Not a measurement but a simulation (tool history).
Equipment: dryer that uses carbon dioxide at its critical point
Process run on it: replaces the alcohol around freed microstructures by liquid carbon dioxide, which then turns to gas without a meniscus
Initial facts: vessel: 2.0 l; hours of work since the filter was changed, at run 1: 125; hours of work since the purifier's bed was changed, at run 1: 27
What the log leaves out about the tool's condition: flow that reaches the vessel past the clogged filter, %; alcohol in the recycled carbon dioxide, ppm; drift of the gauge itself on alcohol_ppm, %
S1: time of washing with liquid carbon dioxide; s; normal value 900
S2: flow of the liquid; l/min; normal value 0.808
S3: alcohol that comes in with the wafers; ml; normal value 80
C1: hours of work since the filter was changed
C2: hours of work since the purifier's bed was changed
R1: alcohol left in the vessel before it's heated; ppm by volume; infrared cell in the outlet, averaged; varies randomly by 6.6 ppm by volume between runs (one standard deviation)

run 1 day=0 | S1=900 S2=0.808 S3=80 | C1=125 C2=27 | R1=344
run 2 day=0.375 | S1=900 S2=0.808 S3=80 | C1=130 C2=31 | R1=343
run 3 day=0.792 | S1=900 S2=0.729 S3=80 | C1=135 C2=36 | R1=537
run 4 day=1.104 | S1=900 S2=0.808 S3=60 | C1=139 C2=40 | R1=261
run 5 day=1.35 | S1=900 S2=0.808 S3=60 | C1=142 C2=43 | R1=257
run 6 day=1.608 | S1=900 S2=0.808 S3=35 | C1=145 C2=46 | R1=162
run 7 day=1.808 | S1=900 S2=0.808 S3=35 | C1=147 C2=49 | R1=156
run 8 day=2.2 | S1=900 S2=0.808 S3=35 | C1=152 C2=53 | R1=158
run 9 day=2.612 | S1=900 S2=0.808 S3=35 | C1=157 C2=58 | R1=154
run 10 day=2.979 | S1=900 S2=0.808 S3=35 | C1=161 C2=63 | R1=155
run 11 day=3.221 | S1=900 S2=0.808 S3=35 | C1=164 C2=66 | R1=153
run 12 day=3.542 | S1=900 S2=0.626 S3=80 | C1=168 C2=70 | R1=1027
run 13 day=3.767 | S1=540 S2=0.808 S3=80 | C1=171 C2=72 | R1=2242
run 14 day=4.071 | S1=900 S2=0.827 S3=93 | C1=175 C2=76 | R1=365
run 15 day=4.296 | S1=900 S2=0.827 S3=93 | C1=177 C2=79 | R1=384
run 16 day=4.729 | S1=840 S2=1.348 S3=73 | C1=183 C2=84 | R1=38
run 17 day=5.104 | S1=840 S2=1.348 S3=73 | C1=187 C2=88 | R1=42
run 18 day=5.525 | S1=840 S2=1.236 S3=109 | C1=192 C2=94 | R1=70
run 19 day=5.775 | S1=1440 S2=0.876 S3=108 | C1=195 C2=97 | R1=27
run 20 day=5.962 | S1=1440 S2=0.876 S3=108 | C1=197 C2=99 | R1=26
run 21 day=6.4 | S1=1260 S2=1.348 S3=31 | C1=203 C2=104 | R1=14

What if the next run were any one of these 3? Each begins from the tool's condition after run 21:
run A day=6.712 | S1=780 S2=0.808 S3=80 | C1=206 C2=108 | R1=?
run B day=6.712 | S1=1260 S2=0.777 S3=41 | C1=206 C2=108 | R1=?
run C day=6.712 | S1=840 S2=1.294 S3=49 | C1=206 C2=108 | R1=?

run=A R1=696
run=B R1=54
run=C R1=31
Take away the tool's hidden state, keep each run's random variation, and the runs would have read:
run=A R1=566
run=B R1=37
run=C R1=18
